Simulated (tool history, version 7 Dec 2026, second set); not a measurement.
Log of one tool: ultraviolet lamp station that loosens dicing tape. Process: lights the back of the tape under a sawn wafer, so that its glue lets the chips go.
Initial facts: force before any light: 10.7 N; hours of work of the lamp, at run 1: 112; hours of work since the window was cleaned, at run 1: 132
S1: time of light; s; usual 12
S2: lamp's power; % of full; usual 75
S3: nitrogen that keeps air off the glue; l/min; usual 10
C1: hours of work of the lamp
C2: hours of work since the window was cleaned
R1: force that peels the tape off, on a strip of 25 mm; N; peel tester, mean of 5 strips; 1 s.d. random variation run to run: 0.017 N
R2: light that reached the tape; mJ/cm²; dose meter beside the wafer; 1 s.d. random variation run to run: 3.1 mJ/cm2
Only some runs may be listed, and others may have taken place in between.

run,hour,S1,S2,S3,C1,C2,R1,R2
1,0,12,75,10,112,132,1.021,442
2,9.8,12,75,10,117,137,1.035,444
3,21.6,12,75,10,123,143,1.031,440
4,32.4,9,75,10,128,149,1.822,323
5,42.7,9,75,10,133,154,1.766,325
6,57.6,9,75,10,141,161,1.867,329
7,71.2,12,75,10,148,168,1.099,435
8,88.2,12,75,9,156,177,1.225,432
9,96.1,12,75,9,160,181,1.153,431
10,109.3,12,75,9,167,187,1.158,425
11,121,19,75,10,173,193,0.346,672
12,129.3,19,75,10,177,197,0.335,667
13,142.7,19,75,10,183,204,0.372,675
14,149.7,19,75,7,187,208,0.542,664
15,165.7,12,75,10,195,216,1.144,419
16,182,12,69,10,203,224,1.398,384
# hour 190.6: window cleaned of glue's vapour
17,194.8,12,69,10,209,2,1.197,407
18,207.9,12,75,4,216,9,2.075,444
19,217.5,12,94,10,221,13,0.593,555
20,227.3,10,75,10,226,18,1.485,367
21,243.1,10,75,10,234,26,1.475,366
22,252.3,10,75,10,238,31,1.508,369
23,266.4,10,75,10,245,38,1.52,360
24,280,10,75,10,252,45,1.598,363
25,290.5,12,78,16,257,50,0.673,441
26,300.5,19,78,5,263,55,0.632,707
27,317.3,19,78,5,271,64,0.66,706
28,325.4,9,98,10,275,68,1.182,417
29,342.5,12,64,10,284,76,1.504,364
30,359.5,20,75,10,292,85,0.316,707
31,371.2,20,68,14,298,91,0.291,633
32,383.4,20,68,14,304,97,0.293,633
33,391.1,20,75,6,308,101,0.547,707
34,406.4,9,66,9,316,108,2.604,275
35,422.5,24,77,9,324,116,0.217,838
36,432.7,24,77,9,329,122,0.212,843
37,444.4,8,80,15,335,127,1.718,291
38,458.6,7,99,16,342,135,1.475,317
39,466.6,7,99,16,346,139,1.444,312
40,477.1,7,99,16,351,144,1.437,310
41,490.4,11,69,9,358,151,1.837,344
42,499.4,19,87,4,362,155,0.739,732
43,507.9,15,75,4,367,159,1.694,500
44,515.6,12,75,5,371,163,2.096,397

3 options for the next run, each taken on its own from the tool as it stands now. Forecast them:
A,528.3,15,65,3,377,170,?,?
B,528.3,12,86,5,377,170,?,?
C,528.3,13,93,10,377,170,?,?

run,R1,R2
A,2.561,431
B,1.654,455
C,0.635,532
Stripped of hidden state, with their random variation kept, the same runs would have yielded:
run,R1,R2
A,1.926,519
B,1.151,548
C,0.388,641

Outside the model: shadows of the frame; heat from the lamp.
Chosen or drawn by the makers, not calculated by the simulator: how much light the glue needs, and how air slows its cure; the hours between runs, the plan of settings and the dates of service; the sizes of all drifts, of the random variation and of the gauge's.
